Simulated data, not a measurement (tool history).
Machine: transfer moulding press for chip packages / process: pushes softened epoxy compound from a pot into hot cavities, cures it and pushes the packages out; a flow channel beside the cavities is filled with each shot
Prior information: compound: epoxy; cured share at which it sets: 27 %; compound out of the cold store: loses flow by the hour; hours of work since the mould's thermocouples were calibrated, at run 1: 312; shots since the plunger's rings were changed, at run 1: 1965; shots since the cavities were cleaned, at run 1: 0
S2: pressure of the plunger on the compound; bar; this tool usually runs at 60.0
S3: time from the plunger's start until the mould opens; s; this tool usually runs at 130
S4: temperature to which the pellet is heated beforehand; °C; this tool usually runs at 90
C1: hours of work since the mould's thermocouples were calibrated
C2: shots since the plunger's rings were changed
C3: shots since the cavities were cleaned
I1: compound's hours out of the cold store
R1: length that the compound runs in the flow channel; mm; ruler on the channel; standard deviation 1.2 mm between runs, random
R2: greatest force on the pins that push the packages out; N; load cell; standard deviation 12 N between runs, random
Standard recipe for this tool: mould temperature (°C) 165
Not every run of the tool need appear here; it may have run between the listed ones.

run 1 day=0.000 | mould_temperature_(°C)=165 S2=60.0 S3=130 S4=90 | C1=312 C2=1965 C3=0 | I1=20.9 | R1=846 R2=565
run 2 day=0.821 | mould_temperature_(°C)=165 S2=60.0 S3=130 S4=90 | C1=322 C2=2103 C3=138 | I1=40.8 | R1=792 R2=574
run 3 day=1.879 | mould_temperature_(°C)=165 S2=60.0 S3=130 S4=84 | C1=334 C2=2282 C3=317 | I1=47.2 | R1=777 R2=560
run 4 day=2.938 | mould_temperature_(°C)=163 S2=60.0 S3=130 S4=84 | C1=347 C2=2460 C3=495 | I1=41.9 | R1=797 R2=649
run 5 day=3.725 | mould_temperature_(°C)=163 S2=60.0 S3=130 S4=84 | C1=356 C2=2593 C3=628 | I1=16.1 | R1=865 R2=657
-- day=4.425 plunger's sealing rings changed
run 6 day=4.946 | mould_temperature_(°C)=165 S2=60.0 S3=127 S4=90 | C1=369 C2=87 C3=816 | I1=9.5 | R1=878 R2=603
run 7 day=5.688 | mould_temperature_(°C)=165 S2=60.0 S3=127 S4=90 | C1=377 C2=213 C3=942 | I1=44.3 | R1=784 R2=555
-- day=6.275 cavities cleaned with cleaning compound and waxed
run 8 day=6.446 | mould_temperature_(°C)=165 S2=60.0 S3=130 S4=90 | C1=385 C2=330 C3=29 | I1=41.5 | R1=791 R2=555
-- day=6.742 mould's thermocouples calibrated
run 9 day=7.788 | mould_temperature_(°C)=165 S2=60.0 S3=130 S4=90 | C1=12 C2=542 C3=241 | I1=32.9 | R1=813 R2=573
run 10 day=8.667 | mould_temperature_(°C)=165 S2=60.0 S3=130 S4=90 | C1=22 C2=690 C3=389 | I1=14.6 | R1=863 R2=595
run 11 day=9.521 | mould_temperature_(°C)=165 S2=60.0 S3=130 S4=90 | C1=32 C2=834 C3=533 | I1=19.4 | R1=847 R2=576
run 12 day=10.367 | mould_temperature_(°C)=165 S2=60.0 S3=130 S4=90 | C1=42 C2=976 C3=675 | I1=22.3 | R1=841 R2=578
run 13 day=11.662 | mould_temperature_(°C)=165 S2=48.2 S3=130 S4=90 | C1=57 C2=1195 C3=894 | I1=41.6 | R1=708 R2=547
-- day=12.479 cavities cleaned with cleaning compound and waxed
run 14 day=12.546 | mould_temperature_(°C)=165 S2=60.0 S3=130 S4=90 | C1=67 C2=1333 C3=11 | I1=11.8 | R1=872 R2=567
run 15 day=13.658 | mould_temperature_(°C)=165 S2=60.0 S3=130 S4=90 | C1=80 C2=1520 C3=198 | I1=20.9 | R1=842 R2=554
run 16 day=14.312 | mould_temperature_(°C)=170 S2=60.0 S3=130 S4=90 | C1=87 C2=1631 C3=309 | I1=26.8 | R1=813 R2=477
run 17 day=15.046 | mould_temperature_(°C)=158 S2=59.1 S3=162 S4=88 | C1=96 C2=1754 C3=432 | I1=29.1 | R1=844 R2=659
run 18 day=16.167 | mould_temperature_(°C)=162 S2=47.4 S3=138 S4=93 | C1=109 C2=1944 C3=622 | I1=8.4 | R1=793 R2=639
run 19 day=16.879 | mould_temperature_(°C)=162 S2=68.2 S3=165 S4=95 | C1=117 C2=2064 C3=742 | I1=19.0 | R1=919 R2=502
run 20 day=18.154 | mould_temperature_(°C)=160 S2=68.2 S3=165 S4=93 | C1=132 C2=2278 C3=956 | I1=35.6 | R1=881 R2=523
-- day=18.617 cavities cleaned with cleaning compound and waxed
run 21 day=19.475 | mould_temperature_(°C)=160 S2=68.2 S3=165 S4=93 | C1=147 C2=2491 C3=145 | I1=46.5 | R1=849 R2=531
run 22 day=20.167 | mould_temperature_(°C)=160 S2=68.2 S3=165 S4=93 | C1=155 C2=2607 C3=261 | I1=23.9 | R1=912 R2=544
-- day=20.825 plunger's sealing rings changed
run 23 day=21.079 | mould_temperature_(°C)=166 S2=47.3 S3=130 S4=90 | C1=164 C2=43 C3=397 | I1=15.6 | R1=759 R2=552

Forecast run 24:
run 24 day=22.058 | mould_temperature_(°C)=166 S2=68.3 S3=130 S4=98 | C1=176 C2=208 C3=562 | I1=43.2 | R1=? R2=?

{"run 24": {"R1": 835, "R2": 521}}
On a tool with no hidden condition, and with the same random variation, this run would have come out at R1 835 mm, R2 513 N.

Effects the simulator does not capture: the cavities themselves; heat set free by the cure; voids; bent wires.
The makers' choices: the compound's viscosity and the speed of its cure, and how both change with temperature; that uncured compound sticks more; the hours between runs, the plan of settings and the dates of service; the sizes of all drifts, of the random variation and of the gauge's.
